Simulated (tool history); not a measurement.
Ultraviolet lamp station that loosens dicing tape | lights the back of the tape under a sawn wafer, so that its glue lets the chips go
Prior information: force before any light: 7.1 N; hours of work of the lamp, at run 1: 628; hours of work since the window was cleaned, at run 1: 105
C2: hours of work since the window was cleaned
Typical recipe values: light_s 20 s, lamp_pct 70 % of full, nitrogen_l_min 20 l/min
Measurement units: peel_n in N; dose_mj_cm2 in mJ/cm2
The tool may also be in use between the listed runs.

run 1 hour=0.0 | light_s=20 lamp_pct=70 nitrogen_l_min=20 | hours_of_work_of_the_lamp=628 C2=105 | peel_n=1.366 dose_mj_cm2=321
run 2 hour=33.1 | light_s=20 lamp_pct=70 nitrogen_l_min=20 | hours_of_work_of_the_lamp=645 C2=122 | peel_n=1.342 dose_mj_cm2=316
run 3 hour=74.4 | light_s=20 lamp_pct=70 nitrogen_l_min=20 | hours_of_work_of_the_lamp=666 C2=143 | peel_n=1.405 dose_mj_cm2=313
run 4 hour=121.8 | light_s=20 lamp_pct=70 nitrogen_l_min=20 | hours_of_work_of_the_lamp=690 C2=168 | peel_n=1.493 dose_mj_cm2=303
run 5 hour=144.7 | light_s=36 lamp_pct=70 nitrogen_l_min=20 | hours_of_work_of_the_lamp=702 C2=179 | peel_n=0.554 dose_mj_cm2=543
run 6 hour=175.3 | light_s=36 lamp_pct=70 nitrogen_l_min=20 | hours_of_work_of_the_lamp=718 C2=195 | peel_n=0.570 dose_mj_cm2=534
run 7 hour=215.9 | light_s=36 lamp_pct=70 nitrogen_l_min=20 | hours_of_work_of_the_lamp=738 C2=216 | peel_n=0.583 dose_mj_cm2=525
run 8 hour=258.2 | light_s=19 lamp_pct=84 nitrogen_l_min=20 | hours_of_work_of_the_lamp=760 C2=237 | peel_n=1.327 dose_mj_cm2=328
run 9 hour=297.9 | light_s=27 lamp_pct=70 nitrogen_l_min=20 | hours_of_work_of_the_lamp=780 C2=257 | peel_n=1.032 dose_mj_cm2=382
run 10 hour=344.0 | light_s=19 lamp_pct=78 nitrogen_l_min=11 | hours_of_work_of_the_lamp=804 C2=281 | peel_n=2.054 dose_mj_cm2=294

Forecast each of these 4 alternatives for the next run:
run A hour=378.8 | light_s=31 lamp_pct=66 nitrogen_l_min=7 | hours_of_work_of_the_lamp=822 C2=299 | peel_n=? dose_mj_cm2=?
run B hour=378.8 | light_s=37 lamp_pct=92 nitrogen_l_min=20 | hours_of_work_of_the_lamp=822 C2=299 | peel_n=? dose_mj_cm2=?
run C hour=378.8 | light_s=20 lamp_pct=77 nitrogen_l_min=15 | hours_of_work_of_the_lamp=822 C2=299 | peel_n=? dose_mj_cm2=?
run D hour=378.8 | light_s=12 lamp_pct=76 nitrogen_l_min=20 | hours_of_work_of_the_lamp=822 C2=299 | peel_n=? dose_mj_cm2=?

run=A peel_n=1.896 dose_mj_cm2=397
run=B peel_n=0.396 dose_mj_cm2=665
run=C peel_n=1.793 dose_mj_cm2=296
run=D peel_n=2.820 dose_mj_cm2=177
Without the tool's unlogged condition, the same runs would have read:
run=A peel_n=0.993 dose_mj_cm2=617
run=B peel_n=0.256 dose_mj_cm2=1030
run=C peel_n=0.918 dose_mj_cm2=460
run=D peel_n=1.725 dose_mj_cm2=275
